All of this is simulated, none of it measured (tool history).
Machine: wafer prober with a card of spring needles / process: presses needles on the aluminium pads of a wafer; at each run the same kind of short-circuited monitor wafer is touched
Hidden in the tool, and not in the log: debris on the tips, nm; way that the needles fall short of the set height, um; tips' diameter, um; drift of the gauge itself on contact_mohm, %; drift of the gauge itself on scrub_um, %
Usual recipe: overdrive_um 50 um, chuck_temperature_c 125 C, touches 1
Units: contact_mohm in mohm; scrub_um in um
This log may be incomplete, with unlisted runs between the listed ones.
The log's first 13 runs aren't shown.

| run | hour | overdrive_um | chuck_temperature_c | touches | touches since the tips were cleaned | cleanings since the card got new needles | touches since the first contact's height was set | contact_mohm | scrub_um |
|---|---|---|---|---|---|---|---|---|---|
|  | 514 | tips cleaned on abrasive film |
|  | 541.9 | tips cleaned on abrasive film |
|  | 547 | height of the first contact set anew |
| 14 | 549.2 | 33 | 125 | 1 | 2213 | 78 | 679 | 231 | 4.95 |
|  | 569.4 | tips cleaned on abrasive film |
| 15 | 581.5 | 50 | 125 | 1 | 3827 | 79 | 10884 | 217 | 7.49 |
|  | 596.9 | tips cleaned on abrasive film |
| 16 | 606.6 | 50 | 125 | 1 | 3067 | 80 | 18795 | 220 | 7.5 |
|  | 626.1 | tips cleaned on abrasive film |
|  | 654.1 | tips cleaned on abrasive film |
| 17 | 658.7 | 67 | 43 | 1 | 1457 | 82 | 35249 | 195 | 10.06 |
|  | 681.8 | tips cleaned on abrasive film |
| 18 | 693.7 | 67 | 59 | 1 | 3775 | 83 | 46296 | 198 | 10.08 |
|  | 708.7 | tips cleaned on abrasive film |
|  | 735.5 | tips cleaned on abrasive film |
| 19 | 735.5 | 50 | 125 | 2 | 0 | 85 | 59472 | 221 | 7.52 |
| 20 | 761.9 | 50 | 125 | 2 | 8345 | 85 | 67817 | 216 | 7.54 |
|  | 766.9 | tips cleaned on abrasive film |
|  | 793.7 | tips cleaned on abrasive film |
| 21 | 797.4 | 50 | 125 | 2 | 1182 | 87 | 79013 | 220 | 7.54 |
|  | 823.1 | tips cleaned on abrasive film |
|  | 849.9 | tips cleaned on abrasive film |
| 22 | 850 | 34 | 43 | 1 | 18 | 89 | 95595 | 209 | 5.13 |
| 23 | 874.6 | 34 | 43 | 1 | 7824 | 89 | 103401 | 207 | 5.12 |
|  | 878.8 | gauge calibrated |
|  | 878.9 | tips cleaned on abrasive film |
|  | 905.9 | tips cleaned on abrasive film |
| 24 | 921 | 41 | 45 | 1 | 4774 | 91 | 118004 | 206 | 6.1 |
|  | 933.7 | tips cleaned on abrasive film |
|  | 934 | height of the first contact set anew |
|  | 962.8 | tips cleaned on abrasive film |
| 25 | 968.3 | 41 | 45 | 1 | 1766 | 93 | 10828 | 204 | 6.08 |
|  | 990.7 | tips cleaned on abrasive film |
|  | 1019 | tips cleaned on abrasive film |
| 26 | 1022 | 52 | 83 | 1 | 944 | 95 | 27749 | 209 | 7.74 |
|  | 1048 | tips cleaned on abrasive film |
| 27 | 1048.7 | 38 | 37 | 1 | 228 | 96 | 36190 | 203 | 5.68 |
|  | 1076.7 | tips cleaned on abrasive film |
| 28 | 1090.1 | 38 | 37 | 1 | 4243 | 97 | 49253 | 204 | 5.67 |
|  | 1104.2 | tips cleaned on abrasive film |
|  | 1133.4 | tips cleaned on abrasive film |
| 29 | 1140.4 | 38 | 79 | 2 | 2217 | 99 | 65135 | 216 | 5.66 |
|  | 1161.2 | tips cleaned on abrasive film |
| 30 | 1167.7 | 50 | 37 | 2 | 2059 | 100 | 73729 | 198 | 7.45 |

Run 31 comes next. What will it give?
|  | 1190.8 | tips cleaned on abrasive film |
| 31 | 1205.5 | 50 | 30 | 1 | 4678 | 101 | 85691 | ? | ? |

Logged for run 31: contact_mohm 196 mohm, scrub_um 7.47 um.
Without the tool's hidden state the same run would have given contact_mohm 195 mohm, scrub_um 7.42 um.
